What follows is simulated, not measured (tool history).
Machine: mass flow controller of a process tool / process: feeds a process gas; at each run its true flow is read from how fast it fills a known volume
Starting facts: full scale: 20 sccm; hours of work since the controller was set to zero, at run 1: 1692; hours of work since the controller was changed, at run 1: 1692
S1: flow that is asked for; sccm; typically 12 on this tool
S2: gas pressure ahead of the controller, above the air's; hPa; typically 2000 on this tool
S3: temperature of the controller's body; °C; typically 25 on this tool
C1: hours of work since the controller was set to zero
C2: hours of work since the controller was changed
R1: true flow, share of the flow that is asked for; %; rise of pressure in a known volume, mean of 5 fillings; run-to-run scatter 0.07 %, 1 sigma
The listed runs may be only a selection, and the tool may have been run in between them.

| run | hour | S1 | S2 | S3 | C1 | C2 | R1 |
|---|---|---|---|---|---|---|---|
| 1 | 0 | 12 | 2000 | 25 | 1692 | 1692 | 99.02 |
| 2 | 224.1 | 12 | 2000 | 25 | 1781 | 1781 | 99.06 |
| 3 | 374.3 | 12 | 2000 | 21 | 1840 | 1840 | 98.83 |
| 4 | 615.5 | 12 | 2000 | 21 | 1935 | 1935 | 98.77 |
| 5 | 720 | 12 | 2000 | 21 | 1976 | 1976 | 98.85 |
| 6 | 941.9 | 12 | 2080 | 25 | 2064 | 2064 | 99.01 |
| 7 | 1099.1 | 12 | 2080 | 25 | 2126 | 2126 | 99.14 |
| 8 | 1315.9 | 12 | 2000 | 25 | 2212 | 2212 | 99.09 |
| 9 | 1515.3 | 12 | 2080 | 25 | 2291 | 2291 | 99.15 |
| 10 | 1686.5 | 12 | 2000 | 25 | 2358 | 2358 | 99.08 |
| 11 | 1881.9 | 12 | 2000 | 25 | 2435 | 2435 | 99.08 |
| 12 | 2042 | 12 | 2320 | 25 | 2499 | 2499 | 99.12 |
| 13 | 2216.4 | 5 | 2000 | 25 | 2567 | 2567 | 99.36 |
| 14 | 2342.7 | 11 | 2660 | 28 | 2617 | 2617 | 99.5 |
| 15 | 2461.1 | 2 | 2480 | 30 | 2664 | 2664 | 102.42 |
| 16 | 2629.3 | 3 | 2000 | 32 | 2731 | 2731 | 101.06 |
| 17 | 2732.1 | 5 | 2470 | 24 | 2771 | 2771 | 99.59 |
| 18 | 2916.6 | 15 | 2470 | 22 | 2844 | 2844 | 99.07 |
| 19 | 3047.4 | 15 | 2310 | 36 | 2896 | 2896 | 100.19 |
| 20 | 3293.6 | 15 | 2310 | 36 | 2993 | 2993 | 100.2 |
| 21 | 3432.2 | 15 | 2310 | 36 | 3048 | 3048 | 100.15 |
| 22 | 3608 | 15 | 2310 | 36 | 3117 | 3117 | 100.13 |
| 23 | 3755.3 | 15 | 2310 | 36 | 3175 | 3175 | 100.13 |
| 24 | 3880.2 | 15 | 2100 | 25 | 3225 | 3225 | 99.23 |
| 25 | 3987.5 | 15 | 2240 | 25 | 3267 | 3267 | 99.25 |
| 26 | 4103.8 | 3 | 2240 | 25 | 3313 | 3313 | 101.13 |

Here are 4 independent what-if runs from the current tool condition. What would each one return?
| A | 4309.4 | 9 | 2240 | 25 | 3394 | 3394 | ? |
| B | 4309.4 | 9 | 2000 | 28 | 3394 | 3394 | ? |
| C | 4309.4 | 12 | 2440 | 25 | 3394 | 3394 | ? |
| D | 4309.4 | 6 | 1610 | 31 | 3394 | 3394 | ? |

| run | R1 |
|---|---|
| A | 99.32 |
| B | 99.24 |
| C | 99.07 |
| D | 99.57 |
Take away the tool's hidden state, keep each run's random variation, and the runs would have read:
| run | R1 |
|---|---|
| A | 99.05 |
| B | 98.97 |
| C | 99.15 |
| D | 98.62 |
